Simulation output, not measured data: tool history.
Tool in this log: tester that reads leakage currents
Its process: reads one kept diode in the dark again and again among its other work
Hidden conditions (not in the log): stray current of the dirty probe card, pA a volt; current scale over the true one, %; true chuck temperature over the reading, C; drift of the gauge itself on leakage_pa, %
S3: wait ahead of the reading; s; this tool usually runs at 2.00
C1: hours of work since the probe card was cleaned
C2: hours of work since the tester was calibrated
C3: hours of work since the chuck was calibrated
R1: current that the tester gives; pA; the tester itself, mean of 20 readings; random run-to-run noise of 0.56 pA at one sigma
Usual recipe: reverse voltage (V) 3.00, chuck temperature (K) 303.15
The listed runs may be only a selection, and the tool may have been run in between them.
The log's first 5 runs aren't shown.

run 6 hour=467.2 | reverse_voltage_(V)=3.00 chuck_temperature_(K)=303.15 S3=2.00 | C1=1846 C2=672 C3=1236 | R1=163.29
run 7 hour=537.2 | reverse_voltage_(V)=3.00 chuck_temperature_(K)=303.15 S3=2.00 | C1=1875 C2=701 C3=1265 | R1=164.36
run 8 hour=600.8 | reverse_voltage_(V)=3.00 chuck_temperature_(K)=303.15 S3=2.00 | C1=1901 C2=727 C3=1291 | R1=163.35
run 9 hour=711.1 | reverse_voltage_(V)=3.00 chuck_temperature_(K)=303.15 S3=2.00 | C1=1946 C2=772 C3=1336 | R1=162.28
run 10 hour=823.2 | reverse_voltage_(V)=3.00 chuck_temperature_(K)=303.15 S3=2.00 | C1=1992 C2=818 C3=1382 | R1=161.96
-- hour=946.0 chuck's temperature calibrated
run 11 hour=946.0 | reverse_voltage_(V)=3.00 chuck_temperature_(K)=303.15 S3=0.33 | C1=2042 C2=868 C3=0 | R1=189.70
run 12 hour=1032.7 | reverse_voltage_(V)=3.00 chuck_temperature_(K)=303.15 S3=0.33 | C1=2078 C2=904 C3=36 | R1=190.00
run 13 hour=1114.8 | reverse_voltage_(V)=3.00 chuck_temperature_(K)=303.15 S3=0.33 | C1=2111 C2=937 C3=69 | R1=188.55
run 14 hour=1211.4 | reverse_voltage_(V)=3.00 chuck_temperature_(K)=303.15 S3=0.33 | C1=2151 C2=977 C3=109 | R1=187.35
run 15 hour=1329.9 | reverse_voltage_(V)=3.00 chuck_temperature_(K)=303.15 S3=0.33 | C1=2200 C2=1026 C3=158 | R1=186.04
run 16 hour=1442.9 | reverse_voltage_(V)=1.24 chuck_temperature_(K)=303.15 S3=2.00 | C1=2246 C2=1072 C3=204 | R1=137.14
run 17 hour=1558.1 | reverse_voltage_(V)=2.25 chuck_temperature_(K)=303.15 S3=2.00 | C1=2294 C2=1120 C3=252 | R1=167.43
-- hour=1600.8 probe card cleaned and baked
run 18 hour=1645.3 | reverse_voltage_(V)=3.00 chuck_temperature_(K)=304.15 S3=2.00 | C1=18 C2=1154 C3=286 | R1=193.75
run 19 hour=1714.8 | reverse_voltage_(V)=3.00 chuck_temperature_(K)=304.15 S3=2.00 | C1=47 C2=1183 C3=315 | R1=193.93

What does the tool deliver on the next run?
run 20 hour=1808.6 | reverse_voltage_(V)=3.00 chuck_temperature_(K)=304.15 S3=2.00 | C1=85 C2=1221 C3=353 | R1=?

R1: 192.32 pA
On a tool with no hidden condition, and with the same random variation, this run would have come out at R1 199.01 pA.

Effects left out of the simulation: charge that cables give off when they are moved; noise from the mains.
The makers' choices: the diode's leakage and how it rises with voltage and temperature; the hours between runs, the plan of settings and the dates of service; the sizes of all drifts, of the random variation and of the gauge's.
